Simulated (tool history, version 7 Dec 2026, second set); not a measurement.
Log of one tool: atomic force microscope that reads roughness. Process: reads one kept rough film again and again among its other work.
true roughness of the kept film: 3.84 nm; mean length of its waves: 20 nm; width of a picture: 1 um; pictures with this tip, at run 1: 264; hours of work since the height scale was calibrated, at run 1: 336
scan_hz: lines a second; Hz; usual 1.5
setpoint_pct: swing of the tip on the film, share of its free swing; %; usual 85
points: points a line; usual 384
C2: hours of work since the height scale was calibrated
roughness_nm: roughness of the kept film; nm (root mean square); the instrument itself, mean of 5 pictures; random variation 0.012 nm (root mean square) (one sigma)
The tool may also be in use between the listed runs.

Run 1, hour 0: usual settings; pictures with this tip 264; C2 336. Result: roughness_nm 1.626 nm (root mean square).
Run 2, hour 22.6: usual settings; pictures with this tip 288; C2 346. Result: roughness_nm 1.552 nm (root mean square).
At hour 28.6: new tip fitted.
Run 3, hour 55.6: usual settings; pictures with this tip 29; C2 360. Result: roughness_nm 2.484 nm (root mean square).
Run 4, hour 78.8: usual settings; pictures with this tip 55; C2 369. Result: roughness_nm 2.346 nm (root mean square).
Run 5, hour 99.1: usual settings but scan_hz 3.47 Hz; pictures with this tip 77; C2 378. Result: roughness_nm 1.989 nm (root mean square).
Run 6, hour 131.3: usual settings but scan_hz 3.47 Hz; pictures with this tip 112; C2 392. Result: roughness_nm 1.843 nm (root mean square).
Run 7, hour 157.2: usual settings but scan_hz 3.47 Hz; pictures with this tip 140; C2 402. Result: roughness_nm 1.745 nm (root mean square).
Run 8, hour 173.6: usual settings but scan_hz 3.47 Hz; pictures with this tip 158; C2 409. Result: roughness_nm 1.693 nm (root mean square).
Run 9, hour 198.8: usual settings but scan_hz 1.33 Hz; pictures with this tip 185; C2 420. Result: roughness_nm 1.838 nm (root mean square).
Run 10, hour 221.5: usual settings but setpoint_pct 88 %; pictures with this tip 210; C2 429. Result: roughness_nm 1.704 nm (root mean square).
Run 11, hour 248.5: usual settings but points 489; pictures with this tip 239; C2 441. Result: roughness_nm 1.674 nm (root mean square).
At hour 251: height scale calibrated on a step standard.
Run 12, hour 278.2: usual settings; pictures with this tip 270; C2 11. Result: roughness_nm 1.592 nm (root mean square).
At hour 299.8: new tip fitted.
Run 13, hour 299.8: usual settings; pictures with this tip 0; C2 20. Result: roughness_nm 2.723 nm (root mean square).
Run 14, hour 320.5: usual settings but points 504; pictures with this tip 23; C2 29. Result: roughness_nm 2.569 nm (root mean square).
At hour 325.7: height scale calibrated on a step standard, once more.
Run 15, hour 351.8: usual settings but points 504; pictures with this tip 56; C2 11. Result: roughness_nm 2.361 nm (root mean square).
Run 16, hour 384.5: usual settings but points 504; pictures with this tip 91; C2 25. Result: roughness_nm 2.185 nm (root mean square).
Run 17, hour 415.2: usual settings but points 504; pictures with this tip 125; C2 38. Result: roughness_nm 2.052 nm (root mean square).
Run 18, hour 448.9: usual settings but scan_hz 1.42 Hz, points 693; pictures with this tip 161; C2 52. Result: roughness_nm 1.936 nm (root mean square).
Run 19, hour 463.4: usual settings but scan_hz 1.42 Hz, points 693; pictures with this tip 177; C2 58. Result: roughness_nm 1.884 nm (root mean square).
Run 20, hour 477.9: usual settings but scan_hz 3.9 Hz, setpoint_pct 86 %, points 791; pictures with this tip 193; C2 64. Result: roughness_nm 1.579 nm (root mean square).
Run 21, hour 508.4: usual settings but scan_hz 3.9 Hz, setpoint_pct 86 %, points 791; pictures with this tip 226; C2 77. Result: roughness_nm 1.46 nm (root mean square).
Run 22, hour 543.1: usual settings but scan_hz 3.9 Hz, setpoint_pct 86 %, points 791; pictures with this tip 264; C2 91. Result: roughness_nm 1.381 nm (root mean square).
Run 23, hour 559.2: usual settings but scan_hz 3.9 Hz, setpoint_pct 86 %, points 791; pictures with this tip 281; C2 98. Result: roughness_nm 1.352 nm (root mean square).
At hour 570.2: new tip fitted.
Run 24, hour 585: usual settings but scan_hz 3.9 Hz, setpoint_pct 86 %, points 791; pictures with this tip 16; C2 109. Result: roughness_nm 2.246 nm (root mean square).
Run 25, hour 603.2: usual settings but scan_hz 1.59 Hz, setpoint_pct 61 %, points 525; pictures with this tip 36; C2 117. Result: roughness_nm 2.615 nm (root mean square).
Run 26, hour 627.6: usual settings but setpoint_pct 89 %, points 605; pictures with this tip 62; C2 127. Result: roughness_nm 2.274 nm (root mean square).
Run 27, hour 646: usual settings but setpoint_pct 89 %, points 605; pictures with this tip 82; C2 135. Result: roughness_nm 2.177 nm (root mean square).
Run 28, hour 661.4: usual settings but setpoint_pct 89 %, points 605; pictures with this tip 99; C2 141. Result: roughness_nm 2.114 nm (root mean square).
Run 29, hour 683.8: usual settings but scan_hz 0.63 Hz, setpoint_pct 89 %, points 605; pictures with this tip 123; C2 150. Result: roughness_nm 2.139 nm (root mean square).
Run 30, hour 715.3: usual settings but scan_hz 0.77 Hz, setpoint_pct 89 %, points 605; pictures with this tip 157; C2 164. Result: roughness_nm 1.968 nm (root mean square).
Run 31, hour 731: usual settings but scan_hz 2.9 Hz, setpoint_pct 62 %, points 629; pictures with this tip 174; C2 170. Result: roughness_nm 1.921 nm (root mean square).
Run 32, hour 761.2: usual settings but scan_hz 2.9 Hz, setpoint_pct 62 %, points 629; pictures with this tip 207; C2 183. Result: roughness_nm 1.809 nm (root mean square).
Run 33, hour 792.5: usual settings but scan_hz 0.58 Hz, setpoint_pct 71 %, points 263; pictures with this tip 241; C2 196. Result: roughness_nm 1.719 nm (root mean square).

Some steps in roughness_nm between neighbouring runs. How much of each would the tool show without its hidden state too (settings, what came in, random variation), and how much is left for the hidden state, with any gauge scatter that isn't in both results?
The hidden state here: radius of the tip, nm; height scale over the true one, %; drift of the gauge itself on roughness_nm, %.
Run 2 -> 3: new tip fitted. roughness_nm +0.932 nm (root mean square): hidden state +0.938, all else -0.006.
Run 12 -> 13: new tip fitted. roughness_nm +1.131 nm (root mean square): hidden state +1.142, all else -0.011.
Run 23 -> 24: new tip fitted. roughness_nm +0.894 nm (root mean square): hidden state +0.889, all else +0.005.

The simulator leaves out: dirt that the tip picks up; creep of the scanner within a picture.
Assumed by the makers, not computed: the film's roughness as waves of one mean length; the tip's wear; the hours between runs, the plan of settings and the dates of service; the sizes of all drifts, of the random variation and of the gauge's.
